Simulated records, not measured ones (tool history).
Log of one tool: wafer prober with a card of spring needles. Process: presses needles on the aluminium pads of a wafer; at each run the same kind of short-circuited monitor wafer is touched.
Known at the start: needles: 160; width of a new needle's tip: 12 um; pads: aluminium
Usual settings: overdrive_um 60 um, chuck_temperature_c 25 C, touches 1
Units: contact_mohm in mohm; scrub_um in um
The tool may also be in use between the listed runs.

| run | hour | overdrive_um | chuck_temperature_c | touches | contact_mohm | scrub_um |
|---|---|---|---|---|---|---|
| 1 | 0 | 60 | 25 | 1 | 299 | 12.58 |
|  | 1.8 | tips cleaned on abrasive film |
|  | 9.9 | tips cleaned on abrasive film |
|  | 18.4 | tips cleaned on abrasive film |
|  | 26.8 | tips cleaned on abrasive film |
| 2 | 27.9 | 60 | 25 | 1 | 293 | 12.22 |
|  | 34.3 | tips cleaned on abrasive film |
|  | 41 | tips cleaned on abrasive film |
|  | 49.2 | tips cleaned on abrasive film |
| 3 | 51.2 | 60 | 25 | 1 | 295 | 12.15 |
|  | 56.3 | tips cleaned on abrasive film |
|  | 64.4 | tips cleaned on abrasive film |
|  | 72.5 | tips cleaned on abrasive film |
|  | 79.5 | tips cleaned on abrasive film |
| 4 | 79.5 | 60 | 25 | 1 | 277 | 12.14 |
|  | 87.8 | tips cleaned on abrasive film |
|  | 94.6 | tips cleaned on abrasive film |
|  | 103 | tips cleaned on abrasive film |
| 5 | 104.1 | 60 | 25 | 1 | 290 | 12.02 |
|  | 110.7 | tips cleaned on abrasive film, once more |
|  | 119.1 | tips cleaned on abrasive film |
| 6 | 125.8 | 60 | 70 | 1 | 312 | 12.11 |
|  | 127.5 | tips cleaned on abrasive film |
|  | 135.5 | tips cleaned on abrasive film |
| 7 | 140.9 | 60 | 25 | 1 | 302 | 11.96 |
|  | 142.6 | tips cleaned on abrasive film |
|  | 150.6 | tips cleaned on abrasive film |
|  | 158.4 | tips cleaned on abrasive film |
| 8 | 158.8 | 60 | 25 | 1 | 290 | 12.1 |
|  | 165.2 | tips cleaned on abrasive film |
|  | 173.5 | tips cleaned on abrasive film |
|  | 180.3 | tips cleaned on abrasive film |
| 9 | 182.3 | 60 | 25 | 1 | 299 | 11.79 |
|  | 187.5 | tips cleaned on abrasive film |
|  | 195.6 | tips cleaned on abrasive film |
|  | 203.7 | tips cleaned on abrasive film |
|  | 211.8 | tips cleaned on abrasive film |
| 10 | 212.2 | 60 | 25 | 1 | 286 | 11.72 |
|  | 218.9 | tips cleaned on abrasive film |
| 11 | 225.5 | 53 | 25 | 1 | 323 | 10.13 |
|  | 227.2 | tips cleaned on abrasive film |
|  | 235.2 | tips cleaned on abrasive film |
|  | 242 | tips cleaned on abrasive film |
|  | 249.4 | tips cleaned on abrasive film |
| 12 | 249.4 | 60 | 25 | 2 | 276 | 11.66 |
|  | 257.7 | tips cleaned on abrasive film |
|  | 265.4 | tips cleaned on abrasive film |
|  | 273.3 | tips cleaned on abrasive film |
| 13 | 273.3 | 60 | 25 | 2 | 279 | 11.44 |
|  | 281 | tips cleaned on abrasive film |
|  | 289.1 | tips cleaned on abrasive film |
|  | 297 | tips cleaned on abrasive film |
| 14 | 299 | 60 | 25 | 2 | 294 | 11.56 |
|  | 304.1 | tips cleaned on abrasive film |
|  | 304.4 | height of the first contact set anew |
|  | 312.3 | tips cleaned on abrasive film |
|  | 319.1 | tips cleaned on abrasive film |
| 15 | 323.8 | 60 | 34 | 3 | 289 | 13.02 |
|  | 327.3 | tips cleaned on abrasive film |
|  | 335.5 | tips cleaned on abrasive film |
|  | 343.8 | tips cleaned on abrasive film |
| 16 | 346.8 | 65 | 34 | 3 | 287 | 14.12 |
|  | 352 | tips cleaned on abrasive film |
|  | 358.8 | tips cleaned on abrasive film |
|  | 366.9 | tips cleaned on abrasive film |
| 17 | 368.9 | 56 | 72 | 1 | 315 | 12.07 |
|  | 373.9 | tips cleaned on abrasive film |
|  | 380.7 | tips cleaned on abrasive film |
|  | 388.8 | tips cleaned on abrasive film |
|  | 397 | tips cleaned on abrasive film |
| 18 | 400.9 | 78 | 25 | 1 | 289 | 16.68 |
|  | 404.3 | tips cleaned on abrasive film |
|  | 412.8 | tips cleaned on abrasive film |
|  | 421.2 | tips cleaned on abrasive film |
|  | 429.4 | tips cleaned on abrasive film |
| 19 | 431.6 | 60 | 28 | 1 | 297 | 12.78 |
|  | 436.8 | tips cleaned on abrasive film |
|  | 445 | tips cleaned on abrasive film |
|  | 451.8 | tips cleaned on abrasive film |
|  | 459.9 | tips cleaned on abrasive film |
| 20 | 461.2 | 60 | 68 | 1 | 304 | 12.71 |
|  | 467.9 | tips cleaned on abrasive film |
|  | 476 | tips cleaned on abrasive film |
|  | 484.3 | tips cleaned on abrasive film |
| 21 | 488.4 | 44 | 25 | 3 | 304 | 9.19 |
|  | 491.7 | tips cleaned on abrasive film |
|  | 499.9 | tips cleaned on abrasive film |
|  | 506.6 | tips cleaned on abrasive film |
| 22 | 511.4 | 44 | 25 | 3 | 307 | 8.97 |
|  | 514.8 | tips cleaned on abrasive film |
|  | 523.2 | tips cleaned on abrasive film |
|  | 531 | tips cleaned on abrasive film |
| 23 | 531.5 | 44 | 25 | 3 | 289 | 8.87 |
|  | 538 | tips cleaned on abrasive film |
|  | 545.8 | tips cleaned on abrasive film |
| 24 | 551.3 | 59 | 83 | 1 | 328 | 11.97 |
|  | 553.1 | tips cleaned on abrasive film |
|  | 561.4 | tips cleaned on abrasive film |
|  | 568.5 | tips cleaned on abrasive film |
| 25 | 568.5 | 60 | 55 | 1 | 289 | 12.25 |
|  | 576.8 | tips cleaned on abrasive film |
|  | 585.1 | tips cleaned on abrasive film |
| 26 | 586 | 60 | 55 | 1 | 299 | 12.11 |
|  | 592.8 | tips cleaned on abrasive film |
|  | 600.4 | tips cleaned on abrasive film |
|  | 608.7 | tips cleaned on abrasive film |
|  | 617 | tips cleaned on abrasive film |
| 27 | 617.1 | 60 | 55 | 1 | 297 | 12.15 |
|  | 625.4 | tips cleaned on abrasive film |
|  | 633.6 | tips cleaned on abrasive film |
|  | 641.5 | tips cleaned on abrasive film |
| 28 | 644.9 | 60 | 25 | 1 | 316 | 12.07 |

3 ways to go on from here, each from the tool as it stands after run 28. What would each give?
|  | 648.4 | tips cleaned on abrasive film |
|  | 656.7 | tips cleaned on abrasive film |
|  | 665 | tips cleaned on abrasive film |
| A | 669 | 60 | 25 | 2 | ? | ? |
|  | 648.4 | tips cleaned on abrasive film |
|  | 656.7 | tips cleaned on abrasive film |
|  | 665 | tips cleaned on abrasive film |
| B | 669 | 49 | 30 | 1 | ? | ? |
|  | 648.4 | tips cleaned on abrasive film |
|  | 656.7 | tips cleaned on abrasive film |
|  | 665 | tips cleaned on abrasive film |
| C | 669 | 53 | 25 | 1 | ? | ? |

| run | contact_mohm | scrub_um |
|---|---|---|
| A | 299 | 12.03 |
| B | 338 | 9.54 |
| C | 327 | 10.35 |
Without the tool's hidden state the same runs would have given:
| run | contact_mohm | scrub_um |
|---|---|---|
| A | 270 | 13.23 |
| B | 274 | 10.75 |
| C | 272 | 11.53 |

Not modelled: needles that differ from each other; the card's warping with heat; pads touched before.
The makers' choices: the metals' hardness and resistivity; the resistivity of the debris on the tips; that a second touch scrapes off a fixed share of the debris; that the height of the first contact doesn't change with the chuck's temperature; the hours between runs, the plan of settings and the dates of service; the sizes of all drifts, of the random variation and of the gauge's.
